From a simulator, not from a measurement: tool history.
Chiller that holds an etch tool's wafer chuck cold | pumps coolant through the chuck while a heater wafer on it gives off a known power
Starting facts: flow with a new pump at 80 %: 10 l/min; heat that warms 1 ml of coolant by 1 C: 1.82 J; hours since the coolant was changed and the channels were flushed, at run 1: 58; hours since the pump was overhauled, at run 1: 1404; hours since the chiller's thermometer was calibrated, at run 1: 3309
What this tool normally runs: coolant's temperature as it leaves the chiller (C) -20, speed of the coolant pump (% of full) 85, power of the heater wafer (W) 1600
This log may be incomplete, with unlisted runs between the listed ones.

| run | hour | coolant's temperature as it leaves the chiller (C) | speed of the coolant pump (% of full) | power of the heater wafer (W) | hours since the coolant was changed and the channels were flushed | hours since the pump was overhauled | hours since the chiller's thermometer was calibrated | chuck's temperature once it has settled (C) | how much warmer the coolant comes back (C) |
|---|---|---|---|---|---|---|---|---|---|
| 1 | 0.0 | -20 | 85 | 1600 | 58 | 1404 | 3309 | -2.8 | 5.34 |
| 2 | 128.4 | -20 | 85 | 1600 | 186 | 1532 | 3438 | -2.6 | 5.37 |
| 3 | 239.9 | -20 | 85 | 1600 | 297 | 1643 | 3549 | -2.4 | 5.37 |
| 4 | 330.7 | -20 | 85 | 1600 | 388 | 1734 | 3640 | -2.2 | 5.36 |
|  | 425.3 | chiller's thermometer calibrated |
| 5 | 427.1 | -13 | 85 | 1600 | 484 | 1830 | 2 | 4.4 | 5.44 |
| 6 | 548.5 | -13 | 85 | 1600 | 605 | 1951 | 123 | 4.3 | 5.47 |
| 7 | 661.2 | -13 | 85 | 1600 | 718 | 2064 | 236 | 4.5 | 5.52 |
| 8 | 762.7 | -13 | 85 | 1600 | 819 | 2165 | 337 | 4.7 | 5.53 |
| 9 | 876.7 | -13 | 85 | 1600 | 933 | 2279 | 451 | 4.9 | 5.55 |
| 10 | 935.9 | -20 | 85 | 1710 | 992 | 2339 | 511 | -0.8 | 5.89 |
| 11 | 1016.3 | -20 | 85 | 1710 | 1073 | 2419 | 591 | -0.8 | 5.99 |
| 12 | 1077.4 | -20 | 85 | 1710 | 1134 | 2480 | 652 | -0.4 | 6.01 |
| 13 | 1198.6 | -19 | 93 | 1488 | 1255 | 2601 | 773 | -2.7 | 4.74 |
| 14 | 1336.0 | -19 | 93 | 1488 | 1393 | 2739 | 911 | -2.3 | 4.82 |
| 15 | 1410.0 | -17 | 95 | 1488 | 1467 | 2813 | 985 | -0.4 | 4.70 |
| 16 | 1552.8 | -18 | 84 | 1991 | 1609 | 2955 | 1128 | 5.9 | 7.18 |
| 17 | 1692.9 | -23 | 63 | 1600 | 1749 | 3095 | 1268 | 0.0 | 8.04 |

Run 18 is up next; what results do you expect?
| 18 | 1778.8 | -17 | 85 | 1702 | 1835 | 3181 | 1353 | ? | ? |

{"run 18": {"chuck's temperature once it has settled (C)": 3.6, "how much warmer the coolant comes back (C)": 6.15}}
If the tool had no hidden condition, the same run with the same run-to-run variation would have returned chuck's temperature once it has settled (C) -0.3, how much warmer the coolant comes back (C) 5.23.

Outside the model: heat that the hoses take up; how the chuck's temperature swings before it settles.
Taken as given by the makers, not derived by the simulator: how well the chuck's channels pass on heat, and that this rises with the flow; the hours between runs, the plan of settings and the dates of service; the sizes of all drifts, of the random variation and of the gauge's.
